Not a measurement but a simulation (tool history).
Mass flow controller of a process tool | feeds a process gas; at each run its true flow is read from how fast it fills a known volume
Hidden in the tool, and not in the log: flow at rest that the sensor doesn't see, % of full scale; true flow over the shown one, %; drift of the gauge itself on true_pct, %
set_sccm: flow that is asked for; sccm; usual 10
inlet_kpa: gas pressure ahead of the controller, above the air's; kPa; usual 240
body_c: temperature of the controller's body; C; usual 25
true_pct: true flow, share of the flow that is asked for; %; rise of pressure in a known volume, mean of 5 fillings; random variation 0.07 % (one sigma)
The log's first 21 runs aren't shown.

| run | hour | set_sccm | inlet_kpa | body_c | hours of work since the controller was set to zero | hours of work since the controller was changed | true_pct |
|---|---|---|---|---|---|---|---|
| 22 | 3720.0 | 10 | 240 | 20 | 4009 | 4009 | 99.93 |
| 23 | 3972.2 | 10 | 240 | 25 | 4085 | 4085 | 99.74 |
| 24 | 4192.6 | 10 | 154 | 25 | 4152 | 4152 | 99.35 |
| 25 | 4400.3 | 5 | 240 | 35 | 4215 | 4215 | 98.36 |
| 26 | 4619.6 | 5 | 240 | 35 | 4281 | 4281 | 98.50 |
| 27 | 4756.4 | 11 | 218 | 32 | 4323 | 4323 | 99.60 |
| 28 | 4894.8 | 11 | 218 | 32 | 4365 | 4365 | 99.55 |
| 29 | 5122.2 | 11 | 218 | 32 | 4434 | 4434 | 99.64 |
| 30 | 5295.9 | 11 | 172 | 32 | 4486 | 4486 | 99.54 |
| 31 | 5425.4 | 4 | 220 | 31 | 4525 | 4525 | 98.02 |
|  | 5440.1 | controller's zero set anew |
| 32 | 5538.7 | 4 | 276 | 31 | 30 | 4560 | 97.81 |
| 33 | 5776.4 | 6 | 240 | 30 | 102 | 4632 | 98.58 |
| 34 | 6012.6 | 6 | 240 | 30 | 173 | 4703 | 98.52 |
| 35 | 6228.3 | 6 | 240 | 30 | 239 | 4768 | 98.60 |
| 36 | 6348.5 | 10 | 240 | 34 | 275 | 4805 | 99.23 |
|  | 6404.6 | controller's zero set anew, once more |
| 37 | 6468.7 | 10 | 167 | 34 | 19 | 4841 | 99.79 |
| 38 | 6685.9 | 4 | 270 | 23 | 85 | 4907 | 99.78 |
| 39 | 6840.9 | 6 | 266 | 37 | 132 | 4954 | 99.44 |
| 40 | 7094.9 | 5 | 165 | 38 | 209 | 5031 | 99.07 |
| 41 | 7324.8 | 7 | 142 | 30 | 279 | 5100 | 99.57 |
| 42 | 7503.4 | 14 | 149 | 37 | 333 | 5154 | 100.29 |
| 43 | 7684.5 | 15 | 188 | 26 | 388 | 5209 | 100.72 |
| 44 | 7812.6 | 11 | 202 | 33 | 426 | 5248 | 100.15 |
| 45 | 7988.8 | 14 | 202 | 33 | 480 | 5301 | 100.59 |

5 ways to go on from here, each from the tool as it stands after run 45. What would each give?
| A | 8134.8 | 10 | 240 | 24 | 524 | 5345 | ? |
| B | 8134.8 | 10 | 172 | 36 | 524 | 5345 | ? |
| C | 8134.8 | 18 | 238 | 23 | 524 | 5345 | ? |
| D | 8134.8 | 17 | 240 | 26 | 524 | 5345 | ? |
| E | 8134.8 | 8 | 240 | 25 | 524 | 5345 | ? |

| run | true_pct |
|---|---|
| A | 100.39 |
| B | 99.72 |
| C | 101.46 |
| D | 101.19 |
| E | 100.17 |
Without the tool's hidden state the same runs would have given:
| run | true_pct |
|---|---|
| A | 98.91 |
| B | 98.23 |
| C | 99.95 |
| D | 99.68 |
| E | 98.70 |

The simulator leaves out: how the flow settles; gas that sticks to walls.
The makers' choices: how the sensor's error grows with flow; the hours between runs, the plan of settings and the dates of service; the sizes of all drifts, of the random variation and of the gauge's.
